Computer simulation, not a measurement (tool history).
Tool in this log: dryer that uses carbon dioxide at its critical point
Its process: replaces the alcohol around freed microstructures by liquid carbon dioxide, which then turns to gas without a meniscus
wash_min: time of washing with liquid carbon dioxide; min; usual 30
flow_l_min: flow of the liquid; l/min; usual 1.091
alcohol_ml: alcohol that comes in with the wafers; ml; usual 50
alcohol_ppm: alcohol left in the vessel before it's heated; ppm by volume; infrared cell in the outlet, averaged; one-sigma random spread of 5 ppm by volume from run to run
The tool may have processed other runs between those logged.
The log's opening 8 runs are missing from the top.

run,day,wash_min,flow_l_min,alcohol_ml,alcohol_ppm
9,5.371,30,1.690,50,41
10,6.158,30,1.690,50,44
11,6.771,41,1.091,50,52
12,7.625,30,0.740,50,160
13,8.479,30,0.740,50,166
14,9.092,30,0.740,50,162
15,9.467,30,0.740,50,166
16,10.246,30,0.740,50,166
17,10.975,30,0.740,50,156
18,11.558,30,0.740,50,179
19,12.383,18,0.740,38,616
20,13.050,21,1.030,50,178
21,13.533,36,1.000,50,68
22,14.371,36,1.000,50,69
23,14.917,37,1.200,32,57
24,15.508,37,1.200,32,59
25,16.071,37,1.200,32,72
26,16.471,46,1.610,91,73
27,17.162,31,1.610,103,67
28,18.004,39,1.230,27,67
29,18.567,46,1.480,25,78
30,19.421,21,1.480,25,80
31,20.183,21,1.480,25,73
32,20.562,30,1.240,62,74

Here are 4 independent what-if runs from the current tool condition. What would each one return?
A,21.208,43,1.040,31,?
B,21.208,30,0.760,55,?
C,21.208,30,1.091,104,?
D,21.208,32,1.091,50,?

run,alcohol_ppm
A,67
B,212
C,89
D,85
Had the tool no hidden state, the same runs would have come out as:
run,alcohol_ppm
A,0
B,111
C,12
D,14

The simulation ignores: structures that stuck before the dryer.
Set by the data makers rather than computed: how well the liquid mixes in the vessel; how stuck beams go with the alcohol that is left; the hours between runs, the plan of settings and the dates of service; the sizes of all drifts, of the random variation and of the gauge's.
